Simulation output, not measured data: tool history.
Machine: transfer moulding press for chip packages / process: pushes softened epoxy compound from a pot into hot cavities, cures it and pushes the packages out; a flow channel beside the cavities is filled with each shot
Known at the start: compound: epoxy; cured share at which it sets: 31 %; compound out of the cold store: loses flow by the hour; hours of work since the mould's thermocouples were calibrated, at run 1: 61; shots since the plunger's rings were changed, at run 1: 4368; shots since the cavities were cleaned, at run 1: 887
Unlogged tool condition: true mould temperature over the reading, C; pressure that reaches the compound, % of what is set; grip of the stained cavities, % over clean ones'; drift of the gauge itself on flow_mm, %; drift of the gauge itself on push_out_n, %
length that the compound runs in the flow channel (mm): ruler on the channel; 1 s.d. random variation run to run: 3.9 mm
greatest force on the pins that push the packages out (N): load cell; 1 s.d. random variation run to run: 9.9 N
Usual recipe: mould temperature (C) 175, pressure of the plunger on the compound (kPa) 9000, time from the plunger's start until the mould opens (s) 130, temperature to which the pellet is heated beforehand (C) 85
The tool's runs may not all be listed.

| run | day | mould temperature (C) | pressure of the plunger on the compound (kPa) | time from the plunger's start until the mould opens (s) | temperature to which the pellet is heated beforehand (C) | hours of work since the mould's thermocouples were calibrated | shots since the plunger's rings were changed | shots since the cavities were cleaned | incoming compound's hours out of the cold store | length that the compound runs in the flow channel (mm) | greatest force on the pins that push the packages out (N) |
|---|---|---|---|---|---|---|---|---|---|---|---|
| 1 | 0 | 175 | 9000 | 130 | 85 | 61 | 4368 | 887 | 45.3 | 539 | 937 |
|  | 1.054 | cavities cleaned with cleaning compound and waxed |
| 2 | 2.058 | 175 | 9000 | 130 | 88 | 91 | 4817 | 226 | 43.1 | 537 | 1197 |
|  | 2.533 | plunger's sealing rings changed |
| 3 | 4.983 | 175 | 9000 | 130 | 89 | 135 | 552 | 862 | 41.7 | 573 | 1113 |
|  | 6.271 | cavities cleaned with cleaning compound and waxed |
| 4 | 7.346 | 175 | 9000 | 168 | 85 | 170 | 1070 | 243 | 47.2 | 560 | 562 |
| 5 | 10.283 | 175 | 9000 | 168 | 85 | 216 | 1732 | 905 | 19.2 | 596 | 817 |
|  | 11.112 | cavities cleaned with cleaning compound and waxed |
| 6 | 14.154 | 175 | 9000 | 130 | 85 | 274 | 2590 | 685 | 31.2 | 575 | 849 |
|  | 16.096 | cavities cleaned with cleaning compound and waxed |
| 7 | 17.729 | 172 | 9000 | 130 | 85 | 329 | 3381 | 368 | 22.2 | 589 | 936 |
|  | 21.104 | cavities cleaned with cleaning compound and waxed |
| 8 | 21.708 | 172 | 9000 | 130 | 85 | 389 | 4264 | 137 | 8.9 | 598 | 757 |
|  | 22.921 | cavities cleaned with cleaning compound and waxed, once more |
| 9 | 23.429 | 175 | 9000 | 130 | 91 | 414 | 4638 | 116 | 38 | 550 | 593 |
|  | 24.667 | plunger's sealing rings changed |
| 10 | 27.021 | 175 | 9000 | 130 | 86 | 468 | 530 | 901 | 43.2 | 568 | 966 |
|  | 27.908 | cavities cleaned with cleaning compound and waxed |
|  | 28.821 | mould's thermocouples calibrated |
| 11 | 29.033 | 169 | 9000 | 130 | 85 | 3 | 951 | 235 | 22.5 | 607 | 957 |
| 12 | 32.308 | 169 | 9000 | 130 | 85 | 54 | 1688 | 972 | 16.6 | 610 | 1486 |
|  | 32.946 | cavities cleaned with cleaning compound and waxed |
| 13 | 34.2 | 169 | 9000 | 130 | 78 | 82 | 2100 | 282 | 34.1 | 588 | 1066 |
|  | 37.833 | cavities cleaned with cleaning compound and waxed |
| 14 | 37.833 | 175 | 9000 | 130 | 85 | 137 | 2905 | 0 | 9.6 | 598 | 461 |
| 15 | 40.988 | 170 | 9000 | 130 | 85 | 186 | 3615 | 710 | 38.8 | 567 | 1234 |
|  | 42.9 | cavities cleaned with cleaning compound and waxed |
| 16 | 44.762 | 175 | 8090 | 130 | 89 | 243 | 4452 | 420 | 36.8 | 524 | 779 |
|  | 46.696 | plunger's sealing rings changed |
| 17 | 47.538 | 171 | 7820 | 111 | 86 | 284 | 189 | 1021 | 40.6 | 550 | 1693 |
|  | 47.875 | cavities cleaned with cleaning compound and waxed |
| 18 | 49.579 | 171 | 7820 | 111 | 86 | 315 | 636 | 384 | 47.4 | 534 | 1316 |
| 19 | 51.858 | 171 | 7820 | 111 | 86 | 350 | 1149 | 897 | 36.6 | 549 | 1715 |
|  | 52.825 | cavities cleaned with cleaning compound and waxed |
| 20 | 54.129 | 171 | 8280 | 111 | 86 | 384 | 1647 | 294 | 10.8 | 588 | 1394 |
|  | 57.721 | cavities cleaned with cleaning compound and waxed |
| 21 | 58.067 | 172 | 8280 | 111 | 79 | 443 | 2520 | 78 | 12.4 | 586 | 937 |
| 22 | 61.088 | 172 | 8280 | 111 | 79 | 490 | 3201 | 759 | 40.5 | 545 | 1506 |
|  | 61.4 | mould's thermocouples calibrated |
|  | 62.729 | cavities cleaned with cleaning compound and waxed |
| 23 | 65.029 | 172 | 8280 | 111 | 79 | 55 | 4056 | 518 | 42.8 | 530 | 1410 |
| 24 | 66.692 | 172 | 8280 | 111 | 92 | 81 | 4430 | 892 | 29.4 | 541 | 1518 |
|  | 67.604 | cavities cleaned with cleaning compound and waxed |
|  | 68.946 | plunger's sealing rings changed |
| 25 | 69.996 | 172 | 8280 | 111 | 93 | 129 | 237 | 516 | 28.5 | 573 | 1354 |
|  | 72.642 | cavities cleaned with cleaning compound and waxed |
| 26 | 72.858 | 175 | 9000 | 166 | 85 | 172 | 868 | 49 | 36.4 | 577 | 417 |
| 27 | 76.883 | 182 | 7650 | 145 | 79 | 234 | 1775 | 956 | 27.9 | 522 | 801 |
|  | 77.642 | cavities cleaned with cleaning compound and waxed |
| 28 | 79.946 | 175 | 7830 | 130 | 88 | 280 | 2451 | 519 | 10.4 | 565 | 866 |

3 options for the next run, each taken on its own from the tool as it stands now. Forecast them:
| A | 82.379 | 175 | 10370 | 130 | 83 | 318 | 2999 | 1067 | 37.8 | ? | ? |
| B | 82.379 | 172 | 7830 | 130 | 81 | 318 | 2999 | 1067 | 13 | ? | ? |
| C | 82.379 | 175 | 9000 | 123 | 85 | 318 | 2999 | 1067 | 32.3 | ? | ? |

| run | length that the compound runs in the flow channel (mm) | greatest force on the pins that push the packages out (N) |
|---|---|---|
| A | 602 | 966 |
| B | 558 | 1270 |
| C | 574 | 1067 |
Had the tool no hidden state, the same runs would have come out as:
| run | length that the compound runs in the flow channel (mm) | greatest force on the pins that push the packages out (N) |
|---|---|---|
| A | 623 | 442 |
| B | 577 | 572 |
| C | 594 | 484 |
